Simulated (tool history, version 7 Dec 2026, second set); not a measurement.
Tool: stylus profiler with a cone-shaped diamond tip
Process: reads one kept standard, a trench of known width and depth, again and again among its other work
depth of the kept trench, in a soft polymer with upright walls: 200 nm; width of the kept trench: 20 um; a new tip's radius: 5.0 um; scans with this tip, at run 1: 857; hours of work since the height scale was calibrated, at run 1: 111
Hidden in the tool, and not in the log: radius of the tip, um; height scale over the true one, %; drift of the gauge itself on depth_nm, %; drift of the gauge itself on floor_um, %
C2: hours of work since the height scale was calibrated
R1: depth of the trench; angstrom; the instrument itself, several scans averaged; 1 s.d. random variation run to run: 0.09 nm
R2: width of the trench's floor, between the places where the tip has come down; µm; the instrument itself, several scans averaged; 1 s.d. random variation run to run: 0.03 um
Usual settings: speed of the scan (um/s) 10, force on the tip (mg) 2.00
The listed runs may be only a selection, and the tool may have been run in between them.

{"run": 1, "hour": 0.0, "speed of the scan (um/s)": 10, "force on the tip (mg)": 2.0, "scans with this tip": 857, "C2": 111, "R1": 2023.1, "R2": 17.06}
{"run": 2, "hour": 24.3, "speed of the scan (um/s)": 10, "force on the tip (mg)": 3.85, "scans with this tip": 984, "C2": 128, "R1": 2036.0, "R2": 17.05}
{"run": 3, "hour": 45.3, "speed of the scan (um/s)": 10, "force on the tip (mg)": 1.08, "scans with this tip": 1093, "C2": 142, "R1": 2015.9, "R2": 17.05}
{"run": 4, "hour": 73.2, "speed of the scan (um/s)": 10, "force on the tip (mg)": 1.08, "scans with this tip": 1239, "C2": 161, "R1": 2015.6, "R2": 17.02}
{"run": 5, "hour": 96.0, "speed of the scan (um/s)": 10, "force on the tip (mg)": 1.08, "scans with this tip": 1357, "C2": 176, "R1": 2015.2, "R2": 16.98}
{"run": 6, "hour": 112.2, "speed of the scan (um/s)": 10, "force on the tip (mg)": 1.08, "scans with this tip": 1442, "C2": 187, "R1": 2017.5, "R2": 17.03}
{"run": 7, "hour": 136.1, "speed of the scan (um/s)": 10, "force on the tip (mg)": 1.08, "scans with this tip": 1566, "C2": 204, "R1": 2016.1, "R2": 17.04}
{"run": 8, "hour": 157.2, "speed of the scan (um/s)": 10, "force on the tip (mg)": 1.08, "scans with this tip": 1676, "C2": 218, "R1": 2018.0, "R2": 16.97}
{"run": 9, "hour": 185.9, "speed of the scan (um/s)": 30, "force on the tip (mg)": 2.0, "scans with this tip": 1826, "C2": 237, "R1": 2025.0, "R2": 16.89}
{"run": 10, "hour": 212.4, "speed of the scan (um/s)": 30, "force on the tip (mg)": 2.0, "scans with this tip": 1964, "C2": 255, "R1": 2023.6, "R2": 16.85}
{"run": 11, "hour": 235.7, "speed of the scan (um/s)": 30, "force on the tip (mg)": 2.0, "scans with this tip": 2085, "C2": 271, "R1": 2024.6, "R2": 16.93}
{"run": 12, "hour": 266.7, "speed of the scan (um/s)": 30, "force on the tip (mg)": 2.0, "scans with this tip": 2247, "C2": 292, "R1": 2023.5, "R2": 16.88}
{"hour": 269.4, "done": "height scale calibrated on a step standard"}
{"run": 13, "hour": 293.6, "speed of the scan (um/s)": 10, "force on the tip (mg)": 2.0, "scans with this tip": 2384, "C2": 16, "R1": 2024.7, "R2": 16.91}
{"run": 14, "hour": 317.8, "speed of the scan (um/s)": 22, "force on the tip (mg)": 2.0, "scans with this tip": 2511, "C2": 33, "R1": 2024.3, "R2": 16.89}
{"run": 15, "hour": 340.2, "speed of the scan (um/s)": 6, "force on the tip (mg)": 2.0, "scans with this tip": 2627, "C2": 48, "R1": 2024.4, "R2": 16.9}
{"run": 16, "hour": 363.3, "speed of the scan (um/s)": 6, "force on the tip (mg)": 2.0, "scans with this tip": 2748, "C2": 64, "R1": 2024.3, "R2": 16.94}
{"run": 17, "hour": 394.1, "speed of the scan (um/s)": 6, "force on the tip (mg)": 2.0, "scans with this tip": 2908, "C2": 85, "R1": 2025.0, "R2": 16.88}
{"run": 18, "hour": 414.6, "speed of the scan (um/s)": 5, "force on the tip (mg)": 2.0, "scans with this tip": 3015, "C2": 98, "R1": 2024.8, "R2": 16.88}
{"hour": 434.6, "done": "height scale calibrated on a step standard, once more"}
{"run": 19, "hour": 441.6, "speed of the scan (um/s)": 5, "force on the tip (mg)": 2.0, "scans with this tip": 3153, "C2": 5, "R1": 2024.0, "R2": 16.88}
{"run": 20, "hour": 472.3, "speed of the scan (um/s)": 5, "force on the tip (mg)": 2.0, "scans with this tip": 3313, "C2": 25, "R1": 2021.0, "R2": 16.83}
{"run": 21, "hour": 490.5, "speed of the scan (um/s)": 5, "force on the tip (mg)": 2.0, "scans with this tip": 3408, "C2": 38, "R1": 2022.9, "R2": 16.87}
{"run": 22, "hour": 513.8, "speed of the scan (um/s)": 5, "force on the tip (mg)": 2.0, "scans with this tip": 3530, "C2": 54, "R1": 2023.1, "R2": 16.87}
{"run": 23, "hour": 538.0, "speed of the scan (um/s)": 10, "force on the tip (mg)": 2.0, "scans with this tip": 3655, "C2": 70, "R1": 2023.6, "R2": 16.79}
{"run": 24, "hour": 565.3, "speed of the scan (um/s)": 10, "force on the tip (mg)": 1.59, "scans with this tip": 3798, "C2": 89, "R1": 2019.3, "R2": 16.77}
{"run": 25, "hour": 600.5, "speed of the scan (um/s)": 12, "force on the tip (mg)": 0.78, "scans with this tip": 3981, "C2": 112, "R1": 2012.3, "R2": 16.74}
{"run": 26, "hour": 617.4, "speed of the scan (um/s)": 21, "force on the tip (mg)": 1.74, "scans with this tip": 4069, "C2": 124, "R1": 2021.7, "R2": 16.67}
{"run": 27, "hour": 653.4, "speed of the scan (um/s)": 9, "force on the tip (mg)": 2.14, "scans with this tip": 4257, "C2": 148, "R1": 2023.3, "R2": 16.76}
{"run": 28, "hour": 673.8, "speed of the scan (um/s)": 9, "force on the tip (mg)": 2.14, "scans with this tip": 4363, "C2": 162, "R1": 2023.7, "R2": 16.75}
{"run": 29, "hour": 708.0, "speed of the scan (um/s)": 10, "force on the tip (mg)": 1.7, "scans with this tip": 4541, "C2": 185, "R1": 2021.4, "R2": 16.67}
{"run": 30, "hour": 724.8, "speed of the scan (um/s)": 10, "force on the tip (mg)": 1.7, "scans with this tip": 4629, "C2": 197, "R1": 2021.1, "R2": 16.7}
{"run": 31, "hour": 761.6, "speed of the scan (um/s)": 12, "force on the tip (mg)": 1.28, "scans with this tip": 4821, "C2": 222, "R1": 2016.8, "R2": 16.65}
{"run": 32, "hour": 785.8, "speed of the scan (um/s)": 12, "force on the tip (mg)": 1.28, "scans with this tip": 4947, "C2": 238, "R1": 2017.4, "R2": 16.64}
{"run": 33, "hour": 804.0, "speed of the scan (um/s)": 21, "force on the tip (mg)": 3.56, "scans with this tip": 5042, "C2": 250, "R1": 2033.4, "R2": 16.71}
{"run": 34, "hour": 827.5, "speed of the scan (um/s)": 21, "force on the tip (mg)": 3.78, "scans with this tip": 5164, "C2": 266, "R1": 2034.7, "R2": 16.68}
{"run": 35, "hour": 850.3, "speed of the scan (um/s)": 21, "force on the tip (mg)": 3.78, "scans with this tip": 5283, "C2": 282, "R1": 2036.2, "R2": 16.66}
{"run": 36, "hour": 873.1, "speed of the scan (um/s)": 21, "force on the tip (mg)": 3.78, "scans with this tip": 5402, "C2": 297, "R1": 2035.7, "R2": 16.6}
{"run": 37, "hour": 897.5, "speed of the scan (um/s)": 21, "force on the tip (mg)": 3.78, "scans with this tip": 5529, "C2": 314, "R1": 2036.9, "R2": 16.62}
{"run": 38, "hour": 923.4, "speed of the scan (um/s)": 8, "force on the tip (mg)": 2.0, "scans with this tip": 5664, "C2": 331, "R1": 2023.6, "R2": 16.6}
{"run": 39, "hour": 946.2, "speed of the scan (um/s)": 8, "force on the tip (mg)": 2.0, "scans with this tip": 5783, "C2": 347, "R1": 2023.6, "R2": 16.61}
{"run": 40, "hour": 965.8, "speed of the scan (um/s)": 8, "force on the tip (mg)": 2.0, "scans with this tip": 5885, "C2": 360, "R1": 2023.5, "R2": 16.65}
{"run": 41, "hour": 987.9, "speed of the scan (um/s)": 7, "force on the tip (mg)": 1.31, "scans with this tip": 6000, "C2": 375, "R1": 2018.7, "R2": 16.67}
{"run": 42, "hour": 1014.9, "speed of the scan (um/s)": 6, "force on the tip (mg)": 2.0, "scans with this tip": 6141, "C2": 393, "R1": 2025.0, "R2": 16.64}
{"run": 43, "hour": 1043.9, "speed of the scan (um/s)": 31, "force on the tip (mg)": 1.31, "scans with this tip": 6292, "C2": 413, "R1": 2018.2, "R2": 16.47}
{"run": 44, "hour": 1064.7, "speed of the scan (um/s)": 8, "force on the tip (mg)": 0.93, "scans with this tip": 6400, "C2": 427, "R1": 2014.5, "R2": 16.55}
{"run": 45, "hour": 1100.4, "speed of the scan (um/s)": 6, "force on the tip (mg)": 3.63, "scans with this tip": 6586, "C2": 451, "R1": 2035.1, "R2": 16.61}

Entry by entry between the runs, the difference in hidden state between the last listed run before and the first listed run after:
Run 12 -> run 13: height scale calibrated on a step standard (hour 269.4)
  radius of the tip, um: 5.88 -> 5.93; height scale over the true one, %: 0.071 -> 0.103
  what was measured, less what the result would be without the hidden state, R1: +1.4 -> +2.1 angstrom; R2: -0.25 -> -0.26 µm
Run 18 -> run 19: height scale calibrated on a step standard, once more (hour 434.6)
  radius of the tip, um: 6.16 -> 6.21; height scale over the true one, %: 0.114 -> 0.018
  what was measured, less what the result would be without the hidden state, R1: +2.3 -> +0.3 angstrom; R2: -0.32 -> -0.32 µm
